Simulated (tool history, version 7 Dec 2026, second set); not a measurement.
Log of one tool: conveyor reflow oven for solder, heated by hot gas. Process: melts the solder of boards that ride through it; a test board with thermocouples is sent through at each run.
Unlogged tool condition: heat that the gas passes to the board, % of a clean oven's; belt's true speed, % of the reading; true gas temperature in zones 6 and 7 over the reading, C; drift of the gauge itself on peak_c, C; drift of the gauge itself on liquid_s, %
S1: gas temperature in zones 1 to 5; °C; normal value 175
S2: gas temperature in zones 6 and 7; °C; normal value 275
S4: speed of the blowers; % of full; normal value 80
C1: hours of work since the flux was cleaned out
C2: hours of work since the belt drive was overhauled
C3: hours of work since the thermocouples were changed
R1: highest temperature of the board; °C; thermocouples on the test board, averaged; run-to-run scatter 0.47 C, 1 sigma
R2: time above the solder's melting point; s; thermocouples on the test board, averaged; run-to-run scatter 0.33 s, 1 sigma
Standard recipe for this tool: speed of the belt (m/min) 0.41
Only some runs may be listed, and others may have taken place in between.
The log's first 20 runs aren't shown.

run 21 hour=1002.7 | S1=187 S2=267 speed_of_the_belt_(m/min)=0.444 S4=80 | C1=194 C2=246 C3=838 | R1=257.9 R2=82.3
run 22 hour=1056.7 | S1=170 S2=275 speed_of_the_belt_(m/min)=0.417 S4=52 | C1=219 C2=271 C3=862 | R1=256.1 R2=77.7
run 23 hour=1099.1 | S1=175 S2=272 speed_of_the_belt_(m/min)=0.41 S4=58 | C1=238 C2=290 C3=882 | R1=256.6 R2=82
run 24 hour=1134.9 | S1=185 S2=272 speed_of_the_belt_(m/min)=0.41 S4=51 | C1=255 C2=307 C3=898 | R1=255.8 R2=86.4
run 25 hour=1171.4 | S1=185 S2=272 speed_of_the_belt_(m/min)=0.41 S4=51 | C1=271 C2=323 C3=915 | R1=256.1 R2=86.6
run 26 hour=1217.2 | S1=185 S2=272 speed_of_the_belt_(m/min)=0.41 S4=51 | C1=292 C2=344 C3=936 | R1=257.1 R2=86.5
run 27 hour=1275.5 | S1=185 S2=272 speed_of_the_belt_(m/min)=0.41 S4=51 | C1=319 C2=371 C3=962 | R1=255.9 R2=86.1
run 28 hour=1356.7 | S1=178 S2=286 speed_of_the_belt_(m/min)=0.343 S4=52 | C1=356 C2=408 C3=1000 | R1=274.7 R2=115.5
run 29 hour=1419.6 | S1=186 S2=263 speed_of_the_belt_(m/min)=0.489 S4=66 | C1=385 C2=437 C3=1029 | R1=247.3 R2=63.1
run 30 hour=1500.2 | S1=186 S2=263 speed_of_the_belt_(m/min)=0.489 S4=66 | C1=422 C2=474 C3=1065 | R1=246.8 R2=63.6

3 options for the next run, each taken on its own from the tool as it stands now. Forecast them:
run A hour=1547.2 | S1=186 S2=282 speed_of_the_belt_(m/min)=0.489 S4=66 | C1=443 C2=496 C3=1087 | R1=? R2=?
run B hour=1547.2 | S1=189 S2=275 speed_of_the_belt_(m/min)=0.385 S4=65 | C1=443 C2=496 C3=1087 | R1=? R2=?
run C hour=1547.2 | S1=186 S2=275 speed_of_the_belt_(m/min)=0.427 S4=66 | C1=443 C2=496 C3=1087 | R1=? R2=?

run=A R1=262.1 R2=75.9
run=B R1=264.8 R2=102.4
run=C R1=260.9 R2=86.8
Without the tool's hidden state the same runs would have given:
run=A R1=263.7 R2=76.5
run=B R1=264.7 R2=101.2
run=C R1=261.5 R2=86.6
